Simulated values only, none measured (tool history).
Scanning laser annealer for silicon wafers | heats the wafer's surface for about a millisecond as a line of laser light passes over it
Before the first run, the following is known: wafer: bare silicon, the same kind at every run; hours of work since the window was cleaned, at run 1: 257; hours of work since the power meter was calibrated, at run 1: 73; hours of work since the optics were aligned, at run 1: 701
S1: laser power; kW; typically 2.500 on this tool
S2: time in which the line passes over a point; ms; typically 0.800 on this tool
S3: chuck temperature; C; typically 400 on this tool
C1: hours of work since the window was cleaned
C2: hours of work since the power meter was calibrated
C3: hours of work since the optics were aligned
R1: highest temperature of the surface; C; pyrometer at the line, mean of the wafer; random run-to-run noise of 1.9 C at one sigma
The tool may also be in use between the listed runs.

run 1 day=0.000 | S1=2.500 S2=0.800 S3=400 | C1=257 C2=73 C3=701 | R1=1101
run 2 day=1.588 | S1=2.500 S2=0.800 S3=400 | C1=279 C2=95 C3=723 | R1=1103
run 3 day=2.479 | S1=2.500 S2=0.874 S3=400 | C1=291 C2=107 C3=735 | R1=1127
run 4 day=3.700 | S1=2.500 S2=0.874 S3=400 | C1=308 C2=124 C3=752 | R1=1131
run 5 day=4.492 | S1=2.500 S2=0.874 S3=400 | C1=319 C2=135 C3=762 | R1=1129
run 6 day=5.946 | S1=2.500 S2=0.800 S3=412 | C1=339 C2=155 C3=782 | R1=1114
run 7 day=6.992 | S1=2.500 S2=0.800 S3=412 | C1=353 C2=169 C3=797 | R1=1108
run 8 day=7.912 | S1=2.500 S2=0.800 S3=412 | C1=366 C2=181 C3=809 | R1=1105
run 9 day=9.146 | S1=2.500 S2=0.800 S3=412 | C1=382 C2=198 C3=826 | R1=1106
run 10 day=10.454 | S1=2.500 S2=0.800 S3=400 | C1=400 C2=216 C3=844 | R1=1095
run 11 day=11.883 | S1=2.326 S2=0.800 S3=400 | C1=420 C2=236 C3=863 | R1=1038
run 12 day=12.767 | S1=2.326 S2=0.800 S3=400 | C1=432 C2=248 C3=875 | R1=1039
run 13 day=14.179 | S1=2.213 S2=0.625 S3=424 | C1=451 C2=267 C3=895 | R1=958
run 14 day=15.229 | S1=2.500 S2=0.800 S3=402 | C1=465 C2=281 C3=909 | R1=1096
run 15 day=16.117 | S1=2.500 S2=0.800 S3=402 | C1=478 C2=294 C3=921 | R1=1093
run 16 day=17.050 | S1=2.679 S2=0.648 S3=362 | C1=490 C2=306 C3=934 | R1=1037
run 17 day=17.917 | S1=2.679 S2=0.648 S3=362 | C1=502 C2=318 C3=946 | R1=1040
run 18 day=19.108 | S1=2.684 S2=0.648 S3=363 | C1=518 C2=334 C3=962 | R1=1040
run 19 day=20.633 | S1=2.684 S2=0.648 S3=363 | C1=539 C2=355 C3=983 | R1=1038
run 20 day=21.662 | S1=2.684 S2=0.648 S3=363 | C1=553 C2=369 C3=997 | R1=1039
run 21 day=22.746 | S1=2.500 S2=0.800 S3=372 | C1=568 C2=384 C3=1012 | R1=1059
run 22 day=23.962 | S1=2.500 S2=0.800 S3=372 | C1=585 C2=401 C3=1028 | R1=1061
run 23 day=25.150 | S1=2.532 S2=0.910 S3=430 | C1=601 C2=417 C3=1044 | R1=1170

Some steps in R1 between neighbouring runs. How much of each would the tool show without its hidden state too (settings, what came in, random variation), and how much is left for the hidden state, with any gauge scatter that isn't in both results?
Hidden conditions of the tool in this case: light that passes the window, % of a clean one's; laser's true power over the reading, %; width of the line over the set one, %; drift of the gauge itself on peak_c, C.
Run 12 -> 13: S1 2.326 -> 2.213, S2 0.800 -> 0.625, S3 400 -> 424. R1 -81 C: hidden state +3, all else -84.
Run 13 -> 14: S1 2.213 -> 2.500, S2 0.625 -> 0.800, S3 424 -> 402. R1 +138 C: hidden state -6, all else +144.
Run 22 -> 23: S1 2.500 -> 2.532, S2 0.800 -> 0.910, S3 372 -> 430. R1 +109 C: hidden state -3, all else +112.

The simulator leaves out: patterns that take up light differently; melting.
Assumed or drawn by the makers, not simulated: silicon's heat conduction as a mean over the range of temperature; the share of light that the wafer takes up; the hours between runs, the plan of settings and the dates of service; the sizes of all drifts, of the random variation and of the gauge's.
